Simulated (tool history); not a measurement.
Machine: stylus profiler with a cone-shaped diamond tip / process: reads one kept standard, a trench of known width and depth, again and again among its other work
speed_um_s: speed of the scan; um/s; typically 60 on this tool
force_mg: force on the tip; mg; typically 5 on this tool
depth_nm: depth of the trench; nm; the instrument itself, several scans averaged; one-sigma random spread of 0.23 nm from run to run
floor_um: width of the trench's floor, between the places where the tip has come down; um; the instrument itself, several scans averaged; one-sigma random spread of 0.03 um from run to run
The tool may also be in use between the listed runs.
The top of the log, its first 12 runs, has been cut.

run    hour  speed_um_s  force_mg  depth_nm  floor_um
 13   358.6          60         5   1017.91     25.61
 14   382.4          76         5   1018.62     25.49
 15   425.4          76         5   1018.51     25.47
 16   461.1          60         5   1018.26     25.53
 17   494.8          60         5   1018.35     25.49
 18   531.3          60         5   1018.54     25.45
 19     558          60         5   1018.77     25.46
 20   601.7         100     13.19   1033.04     25.42
 21   631.5         167     11.94   1031.26     25.27
 22     670          37      6.76   1022.24     25.48
 23   704.4          37      4.47    1017.6     25.52
 24   737.6          74      3.26   1015.18     25.23
 25     767          74      3.26   1015.49     25.19
 26   802.7          74      3.26   1015.72     25.27
 27   827.8          74     11.03   1029.76     25.37
 28   868.7          74     11.03   1029.79     25.41
 29   906.8          60      1.85   1011.83     25.13
 30   940.2         159     14.27   1035.41     25.16
 31   975.9          18         5   1019.17     25.45
 32  1005.1          18         5   1019.66     25.41
 33  1032.5          27       3.6   1016.39      25.3
 34  1069.2          29      3.65   1016.85     25.36
 35  1111.6          46      4.73   1018.99     25.28
 36  1133.4          46      4.73   1019.66     25.26
 37  1169.4          38      4.43    1018.4      25.3

Forecast each of these 3 alternatives for the next run:
  A  1194.7         130      4.19         ?         ?
  B  1194.7          60      9.42         ?         ?
  C  1194.7          30     12.15         ?         ?

run  depth_nm  floor_um
  A   1018.16     24.86
  B   1027.85      25.2
  C   1032.72     25.31
What these runs would have given with no unlogged condition in the tool:
run  depth_nm  floor_um
  A   1013.77     25.97
  B   1023.42     26.32
  C   1028.27     26.43

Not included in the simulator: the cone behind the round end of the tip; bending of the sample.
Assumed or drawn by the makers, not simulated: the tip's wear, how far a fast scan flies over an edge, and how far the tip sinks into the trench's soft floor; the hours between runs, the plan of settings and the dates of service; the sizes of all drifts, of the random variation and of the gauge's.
